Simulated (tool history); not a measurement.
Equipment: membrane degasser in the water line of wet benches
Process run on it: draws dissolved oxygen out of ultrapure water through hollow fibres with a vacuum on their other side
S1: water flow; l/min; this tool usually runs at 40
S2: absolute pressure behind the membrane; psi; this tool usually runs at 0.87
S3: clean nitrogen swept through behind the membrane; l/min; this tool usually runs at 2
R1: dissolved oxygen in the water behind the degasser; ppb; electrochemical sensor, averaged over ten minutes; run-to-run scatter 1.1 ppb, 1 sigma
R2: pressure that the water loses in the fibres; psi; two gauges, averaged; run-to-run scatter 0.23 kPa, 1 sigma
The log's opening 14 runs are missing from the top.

| run | day | S1 | S2 | S3 | R1 | R2 |
|---|---|---|---|---|---|---|
| 15 | 71.846 | 40 | 0.87 | 2.84 | 94.7 | 8.283 |
| 16 | 76.8 | 40 | 0.87 | 2.84 | 94.9 | 8.302 |
| 17 | 82.358 | 40 | 0.87 | 2.84 | 94.4 | 8.325 |
|  | 83.717 | seals of the vacuum lines changed |
| 18 | 89.279 | 25 | 0.87 | 5.93 | 30.9 | 5.175 |
| 19 | 95.046 | 25 | 0.87 | 5.93 | 30.3 | 5.243 |
| 20 | 100.2 | 27 | 0.87 | 5.36 | 36 | 5.649 |
| 21 | 105.867 | 36 | 0.87 | 0.81 | 247.8 | 7.525 |
| 22 | 110.346 | 57 | 0.999 | 3.07 | 158.2 | 11.897 |
| 23 | 117.154 | 63 | 1.178 | 2.23 | 292.5 | 13.143 |
| 24 | 123.762 | 37 | 0.886 | 2 | 123.8 | 7.664 |
| 25 | 128.908 | 40 | 0.579 | 0.88 | 78.8 | 8.382 |
| 26 | 133.479 | 40 | 0.87 | 1.16 | 203.9 | 8.398 |
| 27 | 138.462 | 52 | 0.87 | 3.95 | 92 | 10.894 |
| 28 | 145.079 | 52 | 0.87 | 3.95 | 91.3 | 10.907 |
| 29 | 149.254 | 52 | 1.078 | 5.85 | 95.1 | 10.955 |
| 30 | 152.912 | 52 | 0.889 | 5.13 | 76.2 | 10.833 |

Predict the results of run 31:
| 31 | 156.058 | 25 | 1.11 | 5.13 | ? | ? |

R1: 54.9 ppb
R2: 5.25 psi
Take away the tool's hidden state, keep the run-to-run variation as it was, and the same run would have given R1 53.6 ppb, R2 5.13 psi.

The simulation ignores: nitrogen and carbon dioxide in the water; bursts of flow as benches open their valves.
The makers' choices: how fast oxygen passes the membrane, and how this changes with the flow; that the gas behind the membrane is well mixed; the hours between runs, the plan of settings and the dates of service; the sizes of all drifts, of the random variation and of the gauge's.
